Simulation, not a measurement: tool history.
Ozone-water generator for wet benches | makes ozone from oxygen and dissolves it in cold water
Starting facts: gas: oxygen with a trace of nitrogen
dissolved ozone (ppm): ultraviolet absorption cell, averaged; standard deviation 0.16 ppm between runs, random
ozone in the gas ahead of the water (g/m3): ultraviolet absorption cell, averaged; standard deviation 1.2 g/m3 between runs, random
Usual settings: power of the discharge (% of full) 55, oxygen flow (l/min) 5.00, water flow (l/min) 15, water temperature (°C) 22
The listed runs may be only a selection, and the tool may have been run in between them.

run	day	power of the discharge (% of full)	oxygen flow (l/min)	water flow (l/min)	water temperature (°C)	dissolved ozone (ppm)	ozone in the gas ahead of the water (g/m3)
1	0.000	55	5.00	15	22	18.4	210.2
2	2.158	55	5.00	15	22	18.5	210.4
3	5.350	55	5.00	15	22	18.5	209.0
4	6.917	55	6.34	15	22	17.6	180.8
5	10.262	55	4.50	15	22	18.6	221.2
6	12.900	55	4.50	15	22	18.8	222.4
7	15.500	55	5.00	12	22	21.9	208.6
8	17.246	55	5.00	12	22	21.6	208.0
9	18.929	55	5.00	12	22	21.7	208.9
# day 19.312: contactor cleaned
10	21.942	55	5.00	12	19	21.9	207.8
11	25.096	55	5.00	9	19	26.6	212.7
12	26.796	43	8.83	14	15	15.3	121.4
# day 28.121: contactor cleaned, once more
13	28.896	55	7.51	15	22	18.3	163.7
14	31.329	55	7.51	15	22	18.2	164.9
15	34.646	55	5.47	15	22	19.2	195.1
16	37.762	71	5.47	14	19	26.5	248.8
17	39.688	55	5.00	20	24	15.0	208.1

Per-run results on a tool with no hidden state, each run keeping its own random variation:
Hidden state at play: yield of the discharge, % of new electrodes'; contactor's efficiency, % of a clean one's; true water temperature over the reading, C; drift of the gauge itself on ozone_ppm, %; drift of the gauge itself on gas_g_m3, %.
run	dissolved ozone (ppm)	ozone in the gas ahead of the water (g/m3)
1	20.1	212.6
2	20.3	213.0
3	20.3	211.8
4	19.3	183.2
5	20.5	224.4
6	20.7	225.8
7	24.1	211.8
8	23.7	211.3
9	23.8	212.3
10	25.1	211.4
11	30.2	216.5
12	17.5	123.0
13	18.8	166.8
14	18.7	168.1
15	19.7	199.1
16	27.4	255.5
17	15.4	212.6
